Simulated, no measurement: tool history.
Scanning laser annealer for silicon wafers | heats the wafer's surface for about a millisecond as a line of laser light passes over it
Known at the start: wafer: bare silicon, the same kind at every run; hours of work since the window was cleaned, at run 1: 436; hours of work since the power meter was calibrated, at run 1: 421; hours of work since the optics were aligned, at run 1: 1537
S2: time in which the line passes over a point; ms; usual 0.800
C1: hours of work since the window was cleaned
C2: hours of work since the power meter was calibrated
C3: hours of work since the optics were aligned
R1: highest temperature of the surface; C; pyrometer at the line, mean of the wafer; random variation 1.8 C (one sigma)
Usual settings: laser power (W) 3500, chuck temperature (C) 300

run 1 hour=0.0 | laser_power_(W)=3500 S2=0.800 chuck_temperature_(C)=300 | C1=436 C2=421 C3=1537 | R1=1038
run 2 hour=13.7 | laser_power_(W)=3500 S2=0.800 chuck_temperature_(C)=300 | C1=445 C2=430 C3=1546 | R1=1037
run 3 hour=27.4 | laser_power_(W)=3728 S2=0.800 chuck_temperature_(C)=300 | C1=454 C2=440 C3=1555 | R1=1089
run 4 hour=38.1 | laser_power_(W)=3728 S2=0.800 chuck_temperature_(C)=300 | C1=461 C2=447 C3=1562 | R1=1084
run 5 hour=48.6 | laser_power_(W)=3500 S2=0.800 chuck_temperature_(C)=300 | C1=468 C2=453 C3=1569 | R1=1038
run 6 hour=61.3 | laser_power_(W)=3500 S2=0.800 chuck_temperature_(C)=300 | C1=476 C2=462 C3=1577 | R1=1034
run 7 hour=75.8 | laser_power_(W)=3500 S2=0.800 chuck_temperature_(C)=300 | C1=485 C2=471 C3=1587 | R1=1035
run 8 hour=90.2 | laser_power_(W)=3488 S2=0.800 chuck_temperature_(C)=300 | C1=495 C2=481 C3=1596 | R1=1031
run 9 hour=105.2 | laser_power_(W)=3488 S2=0.800 chuck_temperature_(C)=300 | C1=505 C2=491 C3=1606 | R1=1035
run 10 hour=113.0 | laser_power_(W)=3488 S2=0.800 chuck_temperature_(C)=300 | C1=510 C2=496 C3=1611 | R1=1033
run 11 hour=126.9 | laser_power_(W)=3488 S2=0.800 chuck_temperature_(C)=300 | C1=519 C2=505 C3=1621 | R1=1035
run 12 hour=139.9 | laser_power_(W)=3488 S2=0.800 chuck_temperature_(C)=300 | C1=528 C2=514 C3=1629 | R1=1034
-- hour=146.3 optics aligned, line set to its width
run 13 hour=153.3 | laser_power_(W)=2987 S2=0.800 chuck_temperature_(C)=300 | C1=533 C2=519 C3=5 | R1=921
run 14 hour=167.0 | laser_power_(W)=3461 S2=0.800 chuck_temperature_(C)=300 | C1=542 C2=528 C3=14 | R1=1019
run 15 hour=174.9 | laser_power_(W)=3500 S2=0.800 chuck_temperature_(C)=300 | C1=547 C2=533 C3=19 | R1=1025
run 16 hour=182.3 | laser_power_(W)=3500 S2=0.769 chuck_temperature_(C)=300 | C1=552 C2=538 C3=24 | R1=1012
run 17 hour=198.0 | laser_power_(W)=3500 S2=0.769 chuck_temperature_(C)=300 | C1=563 C2=549 C3=34 | R1=1009
run 18 hour=206.0 | laser_power_(W)=3500 S2=0.800 chuck_temperature_(C)=300 | C1=568 C2=554 C3=39 | R1=1027
-- hour=218.3 optics aligned, line set to its width, once more
run 19 hour=220.7 | laser_power_(W)=3500 S2=0.800 chuck_temperature_(C)=300 | C1=574 C2=560 C3=2 | R1=1047
run 20 hour=227.8 | laser_power_(W)=3500 S2=0.800 chuck_temperature_(C)=300 | C1=579 C2=565 C3=6 | R1=1049
run 21 hour=234.3 | laser_power_(W)=3500 S2=0.800 chuck_temperature_(C)=300 | C1=583 C2=569 C3=11 | R1=1048
run 22 hour=249.6 | laser_power_(W)=3500 S2=0.623 chuck_temperature_(C)=311 | C1=593 C2=579 C3=21 | R1=964
run 23 hour=259.2 | laser_power_(W)=3500 S2=0.623 chuck_temperature_(C)=311 | C1=600 C2=586 C3=27 | R1=963
run 24 hour=273.9 | laser_power_(W)=3665 S2=0.623 chuck_temperature_(C)=311 | C1=609 C2=595 C3=37 | R1=994
run 25 hour=282.5 | laser_power_(W)=3706 S2=0.736 chuck_temperature_(C)=313 | C1=615 C2=601 C3=42 | R1=1071
run 26 hour=292.5 | laser_power_(W)=3500 S2=0.907 chuck_temperature_(C)=300 | C1=622 C2=607 C3=49 | R1=1100
run 27 hour=306.5 | laser_power_(W)=3500 S2=0.907 chuck_temperature_(C)=300 | C1=631 C2=617 C3=58 | R1=1098
run 28 hour=318.2 | laser_power_(W)=3525 S2=0.780 chuck_temperature_(C)=316 | C1=639 C2=624 C3=66 | R1=1057
run 29 hour=332.9 | laser_power_(W)=3525 S2=0.780 chuck_temperature_(C)=316 | C1=648 C2=634 C3=75 | R1=1060
run 30 hour=343.3 | laser_power_(W)=3447 S2=0.800 chuck_temperature_(C)=329 | C1=655 C2=641 C3=82 | R1=1062
run 31 hour=354.9 | laser_power_(W)=3268 S2=0.562 chuck_temperature_(C)=321 | C1=663 C2=649 C3=90 | R1=895
run 32 hour=364.3 | laser_power_(W)=3268 S2=0.562 chuck_temperature_(C)=321 | C1=669 C2=655 C3=96 | R1=895
run 33 hour=376.7 | laser_power_(W)=3159 S2=0.893 chuck_temperature_(C)=292 | C1=677 C2=663 C3=104 | R1=1001
run 34 hour=389.2 | laser_power_(W)=3237 S2=0.836 chuck_temperature_(C)=300 | C1=685 C2=671 C3=113 | R1=1009
run 35 hour=402.1 | laser_power_(W)=3237 S2=0.836 chuck_temperature_(C)=300 | C1=694 C2=680 C3=121 | R1=1008
run 36 hour=415.2 | laser_power_(W)=3237 S2=0.836 chuck_temperature_(C)=300 | C1=702 C2=688 C3=130 | R1=1004
run 37 hour=429.1 | laser_power_(W)=3030 S2=0.852 chuck_temperature_(C)=300 | C1=712 C2=697 C3=139 | R1=963
run 38 hour=437.3 | laser_power_(W)=3658 S2=0.778 chuck_temperature_(C)=334 | C1=717 C2=703 C3=144 | R1=1102
run 39 hour=450.1 | laser_power_(W)=3464 S2=0.828 chuck_temperature_(C)=285 | C1=725 C2=711 C3=153 | R1=1036
run 40 hour=459.0 | laser_power_(W)=3500 S2=0.597 chuck_temperature_(C)=339 | C1=731 C2=717 C3=159 | R1=970
run 41 hour=473.5 | laser_power_(W)=3317 S2=0.670 chuck_temperature_(C)=339 | C1=741 C2=727 C3=168 | R1=977

Hidden state or all else? Some run-to-run changes of R1, split into what the settings, what came in and random variation would give without the hidden state, and what is left for the hidden state (with any gauge scatter that isn't in both results):
The hidden state here: light that passes the window, % of a clean one's; laser's true power over the reading, %; width of the line over the set one, %; drift of the gauge itself on peak_c, C.
Run 12 -> 13: laser power (W) 3488 -> 2987, optics aligned, line set to its width. R1 -113 C: hidden state -4, all else -109.
Run 13 -> 14: laser power (W) 2987 -> 3461. R1 +98 C: hidden state -6, all else +104.
Run 18 -> 19: optics aligned, line set to its width, once more. R1 +20 C: hidden state +24, all else -4.
Run 30 -> 31: laser power (W) 3447 -> 3268, S2 0.800 -> 0.562, chuck temperature (C) 329 -> 321. R1 -167 C: hidden state +4, all else -171.
Run 37 -> 38: laser power (W) 3030 -> 3658, S2 0.852 -> 0.778, chuck temperature (C) 300 -> 334. R1 +139 C: hidden state -4, all else +143.

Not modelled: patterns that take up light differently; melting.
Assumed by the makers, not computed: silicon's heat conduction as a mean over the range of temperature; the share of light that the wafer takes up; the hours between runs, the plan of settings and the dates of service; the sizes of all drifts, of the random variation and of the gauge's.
